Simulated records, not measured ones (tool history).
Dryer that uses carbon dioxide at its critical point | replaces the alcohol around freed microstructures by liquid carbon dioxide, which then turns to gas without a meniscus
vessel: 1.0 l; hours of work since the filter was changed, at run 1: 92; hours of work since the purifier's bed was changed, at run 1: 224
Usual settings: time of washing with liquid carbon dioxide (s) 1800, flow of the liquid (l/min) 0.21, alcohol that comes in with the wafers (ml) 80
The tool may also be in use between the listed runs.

run	hour	time of washing with liquid carbon dioxide (s)	flow of the liquid (l/min)	alcohol that comes in with the wafers (ml)	hours of work since the filter was changed	hours of work since the purifier's bed was changed	alcohol left in the vessel before it's heated (ppm by volume)
1	0	1800	0.21	80	92	224	208
2	23.3	1800	0.21	80	100	233	209
3	45.6	1800	0.21	80	109	241	218
4	83.7	1800	0.21	80	123	256	215
5	131.1	1800	0.21	80	141	274	226
6	163.6	1800	0.21	80	154	286	227
7	191.7	1800	0.21	80	164	297	217
8	235.4	1500	0.21	80	181	313	576
9	264.7	1500	0.21	80	192	324	578
10	307.7	1500	0.21	80	208	341	592
11	348.1	1800	0.132	80	223	356	2011
12	384.5	1800	0.132	80	237	370	2090
13	432.1	1800	0.156	80	255	388	1056
14	463.2	1800	0.156	80	267	399	1090
15	492.7	1800	0.156	80	278	411	1072
16	535.8	1800	0.156	80	294	427	1088
17	567.9	1080	0.156	80	307	439	6148
18	610.3	1080	0.156	80	323	455	6183
19	632.4	1800	0.21	80	331	463	272
20	671.5	1800	0.21	80	346	478	284
# hour 675.5: inlet filter changed
21	693.1	1740	0.21	80	7	486	238
22	714.3	1740	0.21	80	15	494	236
23	741.3	1740	0.21	80	25	504	252
24	781.9	1800	0.332	80	40	520	52
25	820.3	1800	0.303	26	55	534	48
26	842.7	2280	0.283	22	63	543	41
27	885	1200	0.195	49	79	559	1175
28	911.8	1200	0.186	29	89	569	851
29	953.7	1200	0.186	29	105	585	878
30	982.1	1200	0.186	29	116	595	871
31	1009.3	1200	0.186	29	126	606	876
32	1035.8	1200	0.186	29	136	616	890
33	1073.7	1200	0.186	29	151	630	888
34	1120.5	1200	0.186	29	168	648	911
35	1162.7	2400	0.186	99	184	664	129
36	1210.1	2460	0.21	24	202	682	60
37	1244.7	1800	0.21	50	216	695	189
38	1274.6	1800	0.21	50	227	706	194
39	1307.6	1140	0.21	110	239	719	2585
40	1353.7	1140	0.21	110	257	736	2677
41	1383.1	2100	0.206	50	268	747	115
42	1410	1500	0.189	80	278	757	1059
43	1431.8	2760	0.189	80	286	766	74
44	1465.4	1320	0.336	21	299	778	84
45	1514.3	1800	0.177	80	318	797	660
46	1553	2400	0.335	87	332	812	51
# hour 1593.5: inlet filter changed
47	1601.4	2400	0.335	87	3	830	62
48	1637.4	2400	0.292	57	17	843	63

Hidden state at the last listed run before each entry between runs and at the first one after, where it differs:
Between runs 20 and 21: inlet filter changed (hour 675.5)
  flow that reaches the vessel past the clogged filter, %: 94 -> 99.7; alcohol in the recycled carbon dioxide, ppm: 37.9 -> 38.4
  measured less the result without the state, alcohol left in the vessel before it's heated (ppm by volume): +109 -> +37
Between runs 46 and 47: inlet filter changed (hour 1593.5)
  flow that reaches the vessel past the clogged filter, %: 94.3 -> 99.8; alcohol in the recycled carbon dioxide, ppm: 59.2 -> 60.3
  measured less the result without the state, alcohol left in the vessel before it's heated (ppm by volume): +51 -> +57
